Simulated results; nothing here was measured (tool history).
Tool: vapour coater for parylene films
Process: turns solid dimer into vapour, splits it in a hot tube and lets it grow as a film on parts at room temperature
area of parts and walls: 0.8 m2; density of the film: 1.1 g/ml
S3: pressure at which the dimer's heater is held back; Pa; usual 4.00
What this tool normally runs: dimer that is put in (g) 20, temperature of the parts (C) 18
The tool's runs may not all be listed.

Run 1, hour 0.0: usual settings. Result: thickness of the film (µm) 10.39.
Run 2, hour 28.6: usual settings. Result: thickness of the film (µm) 10.38.
Run 3, hour 46.0: usual settings. Result: thickness of the film (µm) 10.37.
Run 4, hour 67.5: usual settings. Result: thickness of the film (µm) 10.31.
Run 5, hour 102.0: usual settings but S3 2.17 Pa. Result: thickness of the film (µm) 10.62.
Run 6, hour 125.7: usual settings but S3 2.17 Pa. Result: thickness of the film (µm) 10.85.
Run 7, hour 144.1: usual settings but S3 2.17 Pa. Result: thickness of the film (µm) 10.58.
Run 8, hour 170.9: usual settings but dimer that is put in (g) 13. Result: thickness of the film (µm) 6.57.
Run 9, hour 198.5: usual settings but dimer that is put in (g) 35, temperature of the parts (C) 15, S3 11.48 Pa. Result: thickness of the film (µm) 18.20.
Run 10, hour 220.5: usual settings but dimer that is put in (g) 35, temperature of the parts (C) 15, S3 11.48 Pa. Result: thickness of the film (µm) 18.07.
Run 11, hour 241.1: usual settings but dimer that is put in (g) 35, temperature of the parts (C) 15, S3 11.48 Pa. Result: thickness of the film (µm) 18.17.
Run 12, hour 278.0: usual settings but dimer that is put in (g) 35, temperature of the parts (C) 15, S3 11.48 Pa. Result: thickness of the film (µm) 18.13.
Run 13, hour 317.8: usual settings but dimer that is put in (g) 35, temperature of the parts (C) 11, S3 5.42 Pa. Result: thickness of the film (µm) 21.25.
Run 14, hour 337.8: usual settings but dimer that is put in (g) 28, S3 2.78 Pa. Result: thickness of the film (µm) 14.52.
Run 15, hour 362.6: usual settings but dimer that is put in (g) 35. Result: thickness of the film (µm) 17.73.
Run 16, hour 396.4: usual settings but S3 6.29 Pa. Result: thickness of the film (µm) 9.91.

Predict each of these 3 candidate next runs independently; none follows another, all start after run 16:
Run A, hour 416.8: usual settings but dimer that is put in (g) 13, S3 6.29 Pa. Result: thickness of the film (µm) ?.
Run B, hour 416.8: usual settings but dimer that is put in (g) 32. Result: thickness of the film (µm) ?.
Run C, hour 416.8: usual settings but temperature of the parts (C) 11, S3 6.29 Pa. Result: thickness of the film (µm) ?.

run  thickness of the film (µm)
  A                        6.40
  B                       16.46
  C                       11.95
What these runs would have given with no unlogged condition in the tool:
run  thickness of the film (µm)
  A                        6.85
  B                       17.63
  C                       12.80
